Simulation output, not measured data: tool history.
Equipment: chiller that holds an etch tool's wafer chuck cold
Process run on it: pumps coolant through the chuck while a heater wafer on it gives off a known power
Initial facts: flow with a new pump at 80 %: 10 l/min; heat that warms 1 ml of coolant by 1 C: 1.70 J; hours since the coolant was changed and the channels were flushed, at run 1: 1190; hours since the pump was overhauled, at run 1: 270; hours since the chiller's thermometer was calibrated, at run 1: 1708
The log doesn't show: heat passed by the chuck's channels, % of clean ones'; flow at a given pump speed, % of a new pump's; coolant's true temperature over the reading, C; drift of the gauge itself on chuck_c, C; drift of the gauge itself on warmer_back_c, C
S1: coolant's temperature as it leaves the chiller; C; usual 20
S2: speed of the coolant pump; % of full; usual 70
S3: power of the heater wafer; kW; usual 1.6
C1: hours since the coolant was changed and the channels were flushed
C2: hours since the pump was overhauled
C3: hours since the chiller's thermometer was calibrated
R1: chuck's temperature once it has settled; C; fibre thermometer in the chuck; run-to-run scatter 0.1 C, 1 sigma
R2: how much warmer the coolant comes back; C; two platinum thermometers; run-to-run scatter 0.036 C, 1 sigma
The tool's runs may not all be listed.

run,hour,S1,S2,S3,C1,C2,C3,R1,R2
1,0,20,70,1.6,1190,270,1708,31.9,6.56
2,132.3,20,70,1.6,1322,402,1841,31.9,6.63
3,318.1,20,70,1.6,1508,588,2026,31.9,6.6
4,488.4,16,70,1.6,1679,758,2197,27.9,6.59
# hour 535.4: chiller's thermometer calibrated
5,669.5,16,70,1.6,1859,938,134,28.1,6.61
6,876.7,16,70,1.6,2066,1145,341,28.1,6.68
7,1065,20,70,0.801,2254,1334,530,25.9,3.4
8,1180.8,20,70,0.801,2370,1450,645,26,3.4
9,1269.3,20,70,0.801,2459,1538,734,26,3.37
10,1372.8,20,70,0.801,2562,1641,837,25.9,3.34
11,1456.3,20,70,0.801,2646,1725,921,26.1,3.44
12,1604.7,11,70,0.801,2794,1873,1069,17,3.51
13,1772.5,20,70,1.879,2962,2041,1237,34.8,8.03
14,1862,20,70,1.879,3051,2131,1327,34.7,8.09
15,2034.1,20,70,1.6,3223,2303,1499,32.7,6.88
16,2176.7,20,70,1.6,3366,2445,1641,32.5,6.9
17,2261.4,16,96,1.6,3451,2530,1726,26.1,4.91
18,2402.3,30,62,1.6,3592,2671,1867,43.5,8
19,2492.7,11,70,0.904,3682,2761,1957,18,4
20,2645.7,21,70,1.148,3835,2914,2110,29.8,5.06
21,2758.3,15,70,0.899,3948,3027,2223,22,3.99
# hour 2780.8: chiller's thermometer calibrated
22,2893.3,14,90,0.974,4081,3161,112,20.8,3.26
23,3021.6,14,90,0.974,4210,3289,241,20.8,3.32
24,3139.5,14,90,0.974,4328,3407,359,20.7,3.29
25,3324.2,14,90,0.974,4512,3592,543,21,3.28
26,3491.6,11,61,2.385,4680,3759,711,32.5,12.4
27,3682.6,11,61,2.385,4871,3950,902,32.6,12.52
# hour 3760.6: coolant changed, channels flushed
28,3893.4,11,77,2.385,133,4155,1107,28.2,9.72
29,3982.5,11,77,2.385,222,4244,1196,28.4,9.73

Run 30, settings as shown, results not yet in. Your forecast:
30,4115,20,61,1.6,354,4377,1328,?,?

Run 30 gave R1 33.7 C, R2 8.48 C.
With the hidden condition absent and the run-to-run variation left alone, this run would have shown R1 32.8 C, R2 7.56 C.

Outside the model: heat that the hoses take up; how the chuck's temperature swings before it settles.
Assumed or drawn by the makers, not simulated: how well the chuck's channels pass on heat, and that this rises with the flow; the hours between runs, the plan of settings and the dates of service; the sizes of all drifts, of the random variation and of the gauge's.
